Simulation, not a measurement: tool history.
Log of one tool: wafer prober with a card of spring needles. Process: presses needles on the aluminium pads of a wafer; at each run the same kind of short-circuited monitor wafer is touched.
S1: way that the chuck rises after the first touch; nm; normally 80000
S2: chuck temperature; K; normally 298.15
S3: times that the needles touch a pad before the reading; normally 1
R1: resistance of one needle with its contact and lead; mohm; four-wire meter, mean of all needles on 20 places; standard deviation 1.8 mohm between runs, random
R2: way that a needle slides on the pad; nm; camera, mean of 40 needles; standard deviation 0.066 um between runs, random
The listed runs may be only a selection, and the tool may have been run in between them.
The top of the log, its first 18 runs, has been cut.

At day 18.225: tips cleaned on abrasive film.
At day 18.658: tips cleaned on abrasive film.
Run 19, day 18.704: usual settings but S1 89000 nm, S2 338.15 K, S3 2. Result: R1 212 mohm, R2 14740 nm.
At day 19.125: tips cleaned on abrasive film.
At day 19.533: tips cleaned on abrasive film.
Run 20, day 19.804: usual settings but S1 77000 nm, S2 319.15 K, S3 3. Result: R1 247 mohm, R2 12690 nm.
At day 19.967: tips cleaned on abrasive film.
At day 20.404: tips cleaned on abrasive film.
Run 21, day 20.721: usual settings but S1 77000 nm, S2 319.15 K, S3 2. Result: R1 301 mohm, R2 12760 nm.
At day 20.825: tips cleaned on abrasive film.
At day 21.258: tips cleaned on abrasive film.
At day 21.683: tips cleaned on abrasive film.
At day 22.100: tips cleaned on abrasive film.
Run 22, day 22.100: usual settings but S1 77000 nm, S2 319.15 K, S3 2. Result: R1 194 mohm, R2 12710 nm.
At day 22.529: tips cleaned on abrasive film.
Run 23, day 22.679: usual settings but S1 77000 nm, S2 319.15 K, S3 2. Result: R1 256 mohm, R2 12690 nm.
At day 22.962: tips cleaned on abrasive film.
At day 23.362: tips cleaned on abrasive film.
At day 23.788: tips cleaned on abrasive film.
Run 24, day 24.071: usual settings but S2 300.15 K. Result: R1 358 mohm, R2 13210 nm.
At day 24.200: tips cleaned on abrasive film.
At day 24.608: tips cleaned on abrasive film.
At day 25.046: tips cleaned on abrasive film.
Run 25, day 25.154: usual settings but S2 327.15 K. Result: R1 281 mohm, R2 13040 nm.
At day 25.454: tips cleaned on abrasive film.
At day 25.867: tips cleaned on abrasive film.
Run 26, day 26.117: usual settings but S1 70000 nm, S2 322.15 K. Result: R1 388 mohm, R2 11410 nm.
At day 26.279: tips cleaned on abrasive film.
At day 26.725: tips cleaned on abrasive film.
Run 27, day 26.725: usual settings but S1 70000 nm, S2 314.15 K. Result: R1 215 mohm, R2 11210 nm.
At day 27.183: tips cleaned on abrasive film.
At day 27.596: tips cleaned on abrasive film.
Run 28, day 27.704: usual settings but S2 335.15 K, S3 2. Result: R1 250 mohm, R2 13080 nm.
At day 28.079: tips cleaned on abrasive film.
At day 28.517: tips cleaned on abrasive film.
Run 29, day 28.604: usual settings but S2 335.15 K, S3 2. Result: R1 233 mohm, R2 13000 nm.
At day 28.996: tips cleaned on abrasive film.
At day 29.442: tips cleaned on abrasive film.
Run 30, day 29.538: usual settings but S1 81000 nm, S2 332.15 K, S3 2. Result: R1 249 mohm, R2 13210 nm.

What if the next run were any one of these 4? Each begins from the tool's condition after run 30:
At day 29.929: tips cleaned on abrasive film.
Run A, day 30.212: usual settings but S1 75000 nm, S2 299.15 K, S3 2. Result: R1 ?, R2 ?.
At day 29.929: tips cleaned on abrasive film.
Run B, day 30.212: usual settings. Result: R1 ?, R2 ?.
At day 29.929: tips cleaned on abrasive film.
Run C, day 30.212: usual settings but S1 96000 nm, S3 3. Result: R1 ?, R2 ?.
At day 29.929: tips cleaned on abrasive film.
Run D, day 30.212: usual settings but S1 85000 nm. Result: R1 ?, R2 ?.

run   R1     R2
  A  303  12210
  B  364  13020
  C  226  15740
  D  344  13900
What these runs would have given with no unlogged condition in the tool:
run   R1     R2
  A  181  12710
  B  182  13530
  C  178  16250
  D  181  14400
